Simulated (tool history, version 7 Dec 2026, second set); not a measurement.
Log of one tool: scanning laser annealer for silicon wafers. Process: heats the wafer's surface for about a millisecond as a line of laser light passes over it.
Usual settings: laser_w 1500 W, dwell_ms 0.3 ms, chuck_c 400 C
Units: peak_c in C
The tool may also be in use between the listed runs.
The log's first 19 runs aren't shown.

-- hour=187.3 window over the wafer cleaned
run 20 hour=193.4 | laser_w=1500 dwell_ms=0.274 chuck_c=400 | peak_c=1169
run 21 hour=200.7 | laser_w=1500 dwell_ms=0.3 chuck_c=400 | peak_c=1196
run 22 hour=211.9 | laser_w=1458 dwell_ms=0.231 chuck_c=407 | peak_c=1095
run 23 hour=219.7 | laser_w=1458 dwell_ms=0.231 chuck_c=407 | peak_c=1095
run 24 hour=232.1 | laser_w=1458 dwell_ms=0.231 chuck_c=407 | peak_c=1096
run 25 hour=243.9 | laser_w=1458 dwell_ms=0.231 chuck_c=407 | peak_c=1096
run 26 hour=250.9 | laser_w=1458 dwell_ms=0.231 chuck_c=407 | peak_c=1091
-- hour=253.8 window over the wafer cleaned, once more
run 27 hour=267.5 | laser_w=1560 dwell_ms=0.3 chuck_c=439 | peak_c=1303

The next listed run, before its measurement:
run 28 hour=279.3 | laser_w=1500 dwell_ms=0.278 chuck_c=414 | peak_c=?

Run 28 gave peak_c 1213 C.
Without the tool's hidden state the same run would have given peak_c 1224 C.
